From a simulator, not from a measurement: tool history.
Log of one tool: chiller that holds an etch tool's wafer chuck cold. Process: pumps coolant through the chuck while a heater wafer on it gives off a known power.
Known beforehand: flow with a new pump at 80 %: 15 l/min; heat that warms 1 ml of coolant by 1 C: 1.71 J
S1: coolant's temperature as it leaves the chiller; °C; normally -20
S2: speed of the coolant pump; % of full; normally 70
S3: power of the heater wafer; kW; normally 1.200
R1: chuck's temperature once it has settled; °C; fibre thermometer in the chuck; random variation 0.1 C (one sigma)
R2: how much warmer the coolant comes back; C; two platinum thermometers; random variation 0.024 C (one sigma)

run   hour   S1  S2     S3     R1    R2
  1    0.0  -20  70  1.200   -8.5  3.19
  2   27.3  -20  70  1.200   -8.2  3.20
  3   65.1  -20  70  1.200   -8.1  3.22
  4   85.3  -20  70  1.200   -8.2  3.17
  5  128.3  -20  70  1.200   -8.1  3.19
  6  150.8  -20  70  1.200   -8.2  3.20
  7  175.2  -20  70  1.768   -2.6  4.79
  8  208.9  -20  70  0.868  -11.3  2.35
  9  232.1  -20  73  1.689   -4.0  4.36
 10  262.8  -20  73  1.393   -6.6  3.61
 11  297.2  -20  73  1.393   -6.5  3.61
 12  317.4  -20  70  1.289   -7.1  3.41

Here are 5 independent what-if runs from the current tool condition. What would each one return?
  A  356.4  -20  67  0.640   ?   ?
  B  356.4  -12  70  0.703   ?   ?
  C  356.4  -20  79  1.200   ?   ?
  D  356.4  -17  70  0.828   ?   ?
  E  356.4  -21  94  0.646   ?   ?

run     R1    R2
  A  -13.4  1.81
  B   -4.9  1.88
  C   -9.1  2.83
  D   -8.5  2.23
  E  -15.7  1.31
Take away the tool's hidden state, keep each run's random variation, and the runs would have read:
run     R1    R2
  A  -14.2  1.80
  B   -5.7  1.86
  C  -10.3  2.81
  D   -9.4  2.21
  E  -16.4  1.30
